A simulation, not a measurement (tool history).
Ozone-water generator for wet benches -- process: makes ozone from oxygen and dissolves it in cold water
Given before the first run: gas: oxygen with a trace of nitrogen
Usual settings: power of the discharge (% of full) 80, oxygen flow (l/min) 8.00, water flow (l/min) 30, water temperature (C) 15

run,hour,power of the discharge (% of full),oxygen flow (l/min),water flow (l/min),water temperature (C),dissolved ozone (ppm),ozone in the gas ahead of the water (g/m3)
1,0.0,80,8.00,30,15,28.2,219.5
2,116.9,80,8.00,30,15,28.4,218.2
3,271.4,80,8.00,30,15,28.4,218.9
4,477.8,80,8.00,30,9,30.7,218.6
5,619.2,80,7.57,30,15,28.5,226.7
6,746.3,80,7.57,30,15,28.5,225.8
7,860.1,80,8.00,30,15,28.4,218.3
8,955.9,80,8.00,30,15,28.4,217.5
9,1088.1,80,11.53,30,15,26.4,170.3
10,1221.6,80,10.67,30,15,27.1,178.0
11,1337.2,80,10.67,30,15,27.2,178.5
12,1428.4,80,10.67,30,15,27.0,179.5
13,1636.5,66,4.56,30,15,25.0,278.0
14,1730.4,46,7.20,27,12,20.3,148.5
15,1876.2,80,4.28,30,13,29.9,336.6
16,2038.8,80,4.64,40,13,22.9,317.6
17,2260.6,80,7.88,38,15,23.3,219.1
18,2469.1,80,7.88,38,11,24.7,221.2
19,2692.2,80,8.08,30,8,31.0,216.1
20,2809.6,44,8.08,35,8,16.8,133.3
21,3028.5,81,11.80,40,15,21.6,169.3
22,3239.1,86,4.34,41,12,23.5,355.6
23,3448.3,83,5.35,30,15,30.2,300.8

Below are 3 alternative next runs, each starting from the tool's condition after run 23. Predict each:
# hour 3494.2: contactor cleaned
A,3582.5,41,10.41,42,15,?,?
# hour 3494.2: contactor cleaned
B,3582.5,80,7.36,30,10,?,?
# hour 3494.2: contactor cleaned
C,3582.5,83,5.35,30,23,?,?

run,dissolved ozone (ppm),ozone in the gas ahead of the water (g/m3)
A,12.3,102.6
B,30.6,230.4
C,27.4,294.3
Stripped of hidden state, with their random variation kept, the same runs would have yielded:
run,dissolved ozone (ppm),ozone in the gas ahead of the water (g/m3)
A,12.4,102.7
B,30.7,230.8
C,27.5,294.9
